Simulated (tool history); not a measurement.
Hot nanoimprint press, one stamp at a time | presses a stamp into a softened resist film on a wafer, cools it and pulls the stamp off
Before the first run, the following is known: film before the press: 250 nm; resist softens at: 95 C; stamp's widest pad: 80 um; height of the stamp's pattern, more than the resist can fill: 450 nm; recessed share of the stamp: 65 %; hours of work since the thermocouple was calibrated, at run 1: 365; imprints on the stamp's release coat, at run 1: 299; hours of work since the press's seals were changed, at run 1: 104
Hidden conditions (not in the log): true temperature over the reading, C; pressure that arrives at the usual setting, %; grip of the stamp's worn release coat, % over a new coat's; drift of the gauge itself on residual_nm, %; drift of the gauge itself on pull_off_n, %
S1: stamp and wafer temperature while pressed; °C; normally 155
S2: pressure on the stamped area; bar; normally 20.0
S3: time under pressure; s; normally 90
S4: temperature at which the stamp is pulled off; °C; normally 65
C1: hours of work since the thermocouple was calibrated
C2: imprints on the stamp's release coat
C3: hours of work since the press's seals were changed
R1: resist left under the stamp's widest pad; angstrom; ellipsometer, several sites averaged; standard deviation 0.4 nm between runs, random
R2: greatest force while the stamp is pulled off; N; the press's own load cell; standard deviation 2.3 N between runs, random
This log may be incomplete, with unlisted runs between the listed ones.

run,day,S1,S2,S3,S4,C1,C2,C3,R1,R2
1,0.000,155,20.0,90,65,365,299,104,1273,132
2,1.121,155,20.0,90,51,385,430,124,1268,183
# day 1.904: plate thermocouple calibrated
3,2.771,155,20.0,90,65,15,608,152,1225,136
4,4.283,155,20.0,90,65,42,785,179,1229,145
# day 5.000: stamp cleaned and given a new release coat
5,5.496,155,20.0,90,65,60,57,196,1231,120
6,6.542,155,20.0,90,62,78,180,215,1234,137
7,7.983,155,20.0,90,57,104,348,240,1234,156
8,8.871,155,20.0,90,57,120,452,256,1237,159
9,10.212,155,21.6,90,57,144,609,280,1199,163
10,11.125,148,20.0,90,65,160,716,296,1559,144
11,11.925,155,20.0,90,65,174,809,311,1247,147
# day 12.538: stamp cleaned and given a new release coat
12,13.079,155,20.0,90,65,191,63,327,1248,123
13,14.050,155,20.0,90,65,208,177,344,1250,126
14,14.792,155,20.0,176,65,221,263,357,961,125
15,15.912,155,20.0,157,65,241,395,377,1013,135
16,16.788,159,20.0,90,56,257,497,393,1102,161
17,17.633,158,20.0,90,65,272,596,408,1136,143
18,18.583,158,20.0,90,65,289,707,425,1144,142
# day 20.029: stamp cleaned and given a new release coat
19,20.062,158,20.0,90,65,311,3,447,1147,124
20,21.317,155,20.0,136,70,333,150,469,1090,113
21,22.167,163,28.7,137,65,348,250,485,697,128
22,23.612,155,20.0,108,72,374,419,510,1194,112
# day 24.971: plate thermocouple calibrated
23,25.188,158,21.4,53,65,4,589,536,1317,134
24,26.671,167,13.2,99,59,30,762,563,946,166
# day 27.600: stamp cleaned and given a new release coat
25,27.992,147,20.0,105,63,49,46,582,1497,129
26,28.812,155,22.6,90,59,64,142,597,1169,143

Expected results for the next run?
27,29.917,155,22.6,167,59,84,271,616,?,?

Run 27 came out at R1 913 angstrom, R2 149 N.
Take away the tool's hidden state, keep the run-to-run variation as it was, and the same run would have given R1 895 angstrom, R2 139 N.
